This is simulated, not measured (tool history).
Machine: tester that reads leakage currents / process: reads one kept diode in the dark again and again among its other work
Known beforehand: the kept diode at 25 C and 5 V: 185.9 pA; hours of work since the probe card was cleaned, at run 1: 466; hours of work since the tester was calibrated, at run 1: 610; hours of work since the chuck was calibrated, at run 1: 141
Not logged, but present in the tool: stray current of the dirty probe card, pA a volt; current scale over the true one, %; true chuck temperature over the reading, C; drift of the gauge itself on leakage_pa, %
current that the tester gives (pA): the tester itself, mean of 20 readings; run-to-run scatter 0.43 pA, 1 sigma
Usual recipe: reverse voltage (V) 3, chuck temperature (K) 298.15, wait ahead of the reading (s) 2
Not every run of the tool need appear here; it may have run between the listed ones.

run	day	reverse voltage (V)	chuck temperature (K)	wait ahead of the reading (s)	hours of work since the probe card was cleaned	hours of work since the tester was calibrated	hours of work since the chuck was calibrated	current that the tester gives (pA)
1	0	3	298.15	2	466	610	141	136.38
2	3.604	3	330.15	2	507	651	181	1738.5
3	5.271	3	298.15	0.89	525	670	200	132.97
4	7.212	3	298.15	0.89	547	692	222	132.31
5	9.5	3	298.15	0.89	573	718	248	130.54
6	11.896	3	298.15	0.89	600	745	275	129.54
7	15.121	7.41	298.15	2	637	781	312	203.82
8	16.804	2.48	297.15	1.6	656	800	331	105.03
9	20.208	2.48	297.15	1.6	694	839	369	102.82
10	22.546	5.47	295.15	1.23	721	865	396	128.52
11	24.867	3	332.15	2	747	891	422	1847.46
12	26.596	17.75	305.15	2	767	911	441	553.82
13	30.233	3	298.15	3.64	808	952	483	118.92

Each row is a separate what-if for the run after 13, all from the same tool condition, not one after another. Results?
# day 32.417: chuck's temperature calibrated
A	32.842	3	331.15	1.09	836	980	5	?
# day 32.417: chuck's temperature calibrated
B	32.842	1.93	321.15	1	836	980	5	?
# day 32.417: chuck's temperature calibrated
C	32.842	3	298.15	1.25	836	980	5	?

run	current that the tester gives (pA)
A	1956.94
B	746.17
C	142.26
Stripped of hidden state, with their random variation kept, the same runs would have yielded:
run	current that the tester gives (pA)
A	1976.19
B	753.57
C	143.21
